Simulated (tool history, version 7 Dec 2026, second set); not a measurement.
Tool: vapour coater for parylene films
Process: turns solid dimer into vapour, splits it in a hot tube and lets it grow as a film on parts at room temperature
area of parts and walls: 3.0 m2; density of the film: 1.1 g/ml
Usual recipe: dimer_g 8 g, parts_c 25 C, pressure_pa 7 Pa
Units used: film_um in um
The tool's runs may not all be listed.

run,hour,dimer_g,parts_c,pressure_pa,film_um
1,0,8,25,7,1.46
2,35.3,8,25,7,1.41
3,59.6,8,25,7,1.39
4,81.7,8,25,7,1.4
5,108.5,8,25,7,1.42
6,137.2,8,25,7,1.39
7,156.2,8,25,7,1.36
8,172.6,8,25,7,1.39
9,192.5,8,25,7,1.41
10,209,14,30,7,1.95
11,230.6,4,25,6.39,0.69
# hour 252.9: trap's valve overhauled
12,273.8,4,35,2.29,0.54
13,310.7,4,35,2.29,0.57
14,333.8,4,33,2.29,0.6
15,372.7,8,21,7.34,1.76
16,392.6,8,21,7.34,1.78
17,425.9,6,18,7.34,1.45

Predict each of these 5 candidate next runs independently; none follows another, all start after run 17:
A,449.9,8,21,7,?
B,449.9,5,20,3.63,?
C,449.9,6,18,4.3,?
D,449.9,5,18,7.4,?
E,449.9,6,36,8.57,?

run,film_um
A,1.78
B,1.22
C,1.55
D,1.25
E,0.72
Had the tool no hidden state, the same runs would have come out as:
run,film_um
A,1.86
B,1.28
C,1.62
D,1.31
E,0.76
